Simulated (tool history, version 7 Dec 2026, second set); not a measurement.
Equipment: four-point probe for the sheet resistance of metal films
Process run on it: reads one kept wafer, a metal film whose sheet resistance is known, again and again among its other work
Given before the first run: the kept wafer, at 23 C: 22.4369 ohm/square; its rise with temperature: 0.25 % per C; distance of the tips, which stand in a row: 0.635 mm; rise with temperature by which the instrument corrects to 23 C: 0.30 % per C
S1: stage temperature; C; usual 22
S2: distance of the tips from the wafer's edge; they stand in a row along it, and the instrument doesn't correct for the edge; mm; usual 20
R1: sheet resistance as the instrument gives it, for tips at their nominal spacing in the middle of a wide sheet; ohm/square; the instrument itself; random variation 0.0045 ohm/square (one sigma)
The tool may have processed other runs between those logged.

{"run": 1, "hour": 0.0, "S1": 22, "S2": 20, "R1": 22.373447}
{"run": 2, "hour": 40.0, "S1": 22, "S2": 64, "R1": 22.361562}
{"run": 3, "hour": 57.8, "S1": 22, "S2": 64, "R1": 22.340481}
{"run": 4, "hour": 96.8, "S1": 22, "S2": 64, "R1": 22.351826}
{"run": 5, "hour": 130.0, "S1": 22, "S2": 64, "R1": 22.344319}
{"run": 6, "hour": 165.9, "S1": 22, "S2": 10, "R1": 22.38764}
{"run": 7, "hour": 195.1, "S1": 22, "S2": 10, "R1": 22.382016}
{"run": 8, "hour": 217.8, "S1": 22, "S2": 10, "R1": 22.386309}
{"run": 9, "hour": 251.2, "S1": 21, "S2": 51, "R1": 22.343509}
{"run": 10, "hour": 270.0, "S1": 24, "S2": 64, "R1": 22.315786}
{"run": 11, "hour": 302.2, "S1": 33, "S2": 25, "R1": 22.209882}
{"run": 12, "hour": 327.9, "S1": 21, "S2": 36, "R1": 22.341768}
{"run": 13, "hour": 365.0, "S1": 21, "S2": 36, "R1": 22.348183}
{"run": 14, "hour": 387.9, "S1": 25, "S2": 23, "R1": 22.306647}
{"run": 15, "hour": 412.9, "S1": 25, "S2": 23, "R1": 22.300207}
{"run": 16, "hour": 430.9, "S1": 28, "S2": 33, "R1": 22.243794}

Each row is a separate what-if for the run after 16, all from the same tool condition, not one after another. Results?
{"run": "A", "hour": 449.8, "S1": 22, "S2": 13, "R1": "?"}
{"run": "B", "hour": 449.8, "S1": 22, "S2": 30, "R1": "?"}
{"run": "C", "hour": 449.8, "S1": 28, "S2": 20, "R1": "?"}
{"run": "D", "hour": 449.8, "S1": 33, "S2": 5, "R1": "?"}
{"run": "E", "hour": 449.8, "S1": 22, "S2": 7, "R1": "?"}

run=A R1=22.347972
run=B R1=22.316491
run=C R1=22.249823
run=D R1=22.383134
run=E R1=22.406703
Had the tool no hidden state, the same runs would have come out as:
run=A R1=22.483257
run=B R1=22.451596
run=C R1=22.384333
run=D R1=22.518220
run=E R1=22.542315

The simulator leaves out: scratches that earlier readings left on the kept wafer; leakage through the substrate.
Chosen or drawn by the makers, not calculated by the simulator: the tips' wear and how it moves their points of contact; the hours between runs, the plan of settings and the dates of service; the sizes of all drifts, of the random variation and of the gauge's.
